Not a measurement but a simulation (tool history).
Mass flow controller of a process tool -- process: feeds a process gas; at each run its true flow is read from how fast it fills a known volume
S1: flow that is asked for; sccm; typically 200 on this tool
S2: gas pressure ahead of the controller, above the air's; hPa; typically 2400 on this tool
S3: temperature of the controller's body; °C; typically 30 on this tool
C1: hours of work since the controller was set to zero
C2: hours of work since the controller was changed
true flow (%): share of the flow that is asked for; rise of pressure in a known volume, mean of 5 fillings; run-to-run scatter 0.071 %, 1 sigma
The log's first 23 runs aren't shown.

{"run": 24, "hour": 2787.3, "S1": 200, "S2": 2400, "S3": 30, "C1": 1397, "C2": 1397, "true flow (%)": 99.79}
{"run": 25, "hour": 2893.0, "S1": 200, "S2": 2400, "S3": 30, "C1": 1431, "C2": 1431, "true flow (%)": 99.95}
{"run": 26, "hour": 2968.7, "S1": 291, "S2": 2400, "S3": 30, "C1": 1455, "C2": 1455, "true flow (%)": 99.85}
{"run": 27, "hour": 3141.4, "S1": 291, "S2": 2400, "S3": 30, "C1": 1510, "C2": 1510, "true flow (%)": 100.0}
{"run": 28, "hour": 3267.4, "S1": 132, "S2": 2400, "S3": 30, "C1": 1550, "C2": 1550, "true flow (%)": 100.12}
{"run": 29, "hour": 3437.8, "S1": 177, "S2": 2440, "S3": 35, "C1": 1605, "C2": 1605, "true flow (%)": 100.2}
{"run": 30, "hour": 3601.2, "S1": 142, "S2": 2400, "S3": 34, "C1": 1657, "C2": 1657, "true flow (%)": 100.45}
{"run": 31, "hour": 3729.3, "S1": 142, "S2": 2400, "S3": 25, "C1": 1698, "C2": 1698, "true flow (%)": 99.72}
{"run": 32, "hour": 3898.3, "S1": 268, "S2": 2130, "S3": 39, "C1": 1751, "C2": 1751, "true flow (%)": 100.54}
{"run": 33, "hour": 4020.8, "S1": 133, "S2": 2690, "S3": 31, "C1": 1790, "C2": 1790, "true flow (%)": 100.13}
{"run": 34, "hour": 4145.0, "S1": 240, "S2": 2560, "S3": 30, "C1": 1830, "C2": 1830, "true flow (%)": 99.81}
{"run": 35, "hour": 4245.8, "S1": 293, "S2": 2550, "S3": 21, "C1": 1862, "C2": 1862, "true flow (%)": 99.06}
{"run": 36, "hour": 4335.1, "S1": 200, "S2": 1750, "S3": 22, "C1": 1891, "C2": 1891, "true flow (%)": 99.38}
{"run": 37, "hour": 4479.1, "S1": 200, "S2": 1750, "S3": 22, "C1": 1936, "C2": 1936, "true flow (%)": 99.31}
{"run": 38, "hour": 4586.8, "S1": 200, "S2": 1750, "S3": 22, "C1": 1971, "C2": 1971, "true flow (%)": 99.4}
{"run": 39, "hour": 4672.0, "S1": 182, "S2": 2180, "S3": 28, "C1": 1998, "C2": 1998, "true flow (%)": 99.89}
{"run": 40, "hour": 4768.2, "S1": 61, "S2": 2400, "S3": 35, "C1": 2029, "C2": 2029, "true flow (%)": 101.71}
{"run": 41, "hour": 4890.0, "S1": 61, "S2": 2400, "S3": 35, "C1": 2067, "C2": 2067, "true flow (%)": 101.7}
{"run": 42, "hour": 5046.5, "S1": 147, "S2": 2620, "S3": 21, "C1": 2117, "C2": 2117, "true flow (%)": 99.45}

What does the tool deliver on the next run?
{"run": 43, "hour": 5197.1, "S1": 185, "S2": 2670, "S3": 38, "C1": 2165, "C2": 2165, "true flow (%)": "?"}

true flow (%): 100.58
Minus the tool's unlogged condition, the same run would have read true flow (%) 100.51.
